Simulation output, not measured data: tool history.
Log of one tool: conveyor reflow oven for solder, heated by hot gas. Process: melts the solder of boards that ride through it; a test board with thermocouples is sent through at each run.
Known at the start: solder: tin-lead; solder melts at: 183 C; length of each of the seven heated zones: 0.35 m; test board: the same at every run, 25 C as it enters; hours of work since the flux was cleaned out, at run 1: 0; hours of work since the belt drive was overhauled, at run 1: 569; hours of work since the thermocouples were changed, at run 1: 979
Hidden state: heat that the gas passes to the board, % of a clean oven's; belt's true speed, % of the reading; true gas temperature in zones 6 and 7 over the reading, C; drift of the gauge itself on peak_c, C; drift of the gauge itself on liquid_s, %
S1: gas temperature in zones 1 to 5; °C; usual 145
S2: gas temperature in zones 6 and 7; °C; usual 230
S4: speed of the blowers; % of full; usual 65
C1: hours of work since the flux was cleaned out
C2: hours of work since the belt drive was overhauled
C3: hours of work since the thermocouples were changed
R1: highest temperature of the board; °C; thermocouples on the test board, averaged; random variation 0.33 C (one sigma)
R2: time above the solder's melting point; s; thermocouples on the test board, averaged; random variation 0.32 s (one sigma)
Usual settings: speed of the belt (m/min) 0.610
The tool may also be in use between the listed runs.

{"run": 1, "hour": 0.0, "S1": 145, "S2": 230, "speed of the belt (m/min)": 0.61, "S4": 65, "C1": 0, "C2": 569, "C3": 979, "R1": 219.2, "R2": 55.1}
{"hour": 12.5, "done": "thermocouples of zones 6 and 7 changed"}
{"run": 2, "hour": 19.0, "S1": 145, "S2": 230, "speed of the belt (m/min)": 0.61, "S4": 65, "C1": 13, "C2": 581, "C3": 5, "R1": 217.0, "R2": 54.5}
{"run": 3, "hour": 29.1, "S1": 133, "S2": 230, "speed of the belt (m/min)": 0.61, "S4": 65, "C1": 20, "C2": 589, "C3": 12, "R1": 214.0, "R2": 48.5}
{"run": 4, "hour": 38.7, "S1": 148, "S2": 230, "speed of the belt (m/min)": 0.61, "S4": 65, "C1": 27, "C2": 596, "C3": 19, "R1": 216.8, "R2": 56.0}
{"run": 5, "hour": 54.4, "S1": 145, "S2": 230, "speed of the belt (m/min)": 0.61, "S4": 65, "C1": 39, "C2": 608, "C3": 31, "R1": 216.2, "R2": 53.5}
{"run": 6, "hour": 65.4, "S1": 145, "S2": 230, "speed of the belt (m/min)": 0.61, "S4": 65, "C1": 47, "C2": 616, "C3": 39, "R1": 216.3, "R2": 54.0}
{"run": 7, "hour": 73.9, "S1": 145, "S2": 230, "speed of the belt (m/min)": 0.61, "S4": 65, "C1": 53, "C2": 622, "C3": 45, "R1": 215.9, "R2": 54.0}
{"run": 8, "hour": 93.6, "S1": 145, "S2": 230, "speed of the belt (m/min)": 0.61, "S4": 83, "C1": 68, "C2": 637, "C3": 60, "R1": 220.0, "R2": 57.0}
{"run": 9, "hour": 113.3, "S1": 145, "S2": 230, "speed of the belt (m/min)": 0.61, "S4": 59, "C1": 82, "C2": 651, "C3": 75, "R1": 215.3, "R2": 52.5}
{"run": 10, "hour": 129.3, "S1": 145, "S2": 230, "speed of the belt (m/min)": 0.61, "S4": 59, "C1": 94, "C2": 663, "C3": 86, "R1": 214.4, "R2": 52.9}

Forecast run 11:
{"run": 11, "hour": 145.9, "S1": 145, "S2": 230, "speed of the belt (m/min)": 0.689, "S4": 65, "C1": 107, "C2": 675, "C3": 99, "R1": "?", "R2": "?"}

{"run 11": {"R1": 212.7, "R2": 44.7}}
Without the tool's hidden state the same run would have given R1 212.9 °C, R2 44.4 s.
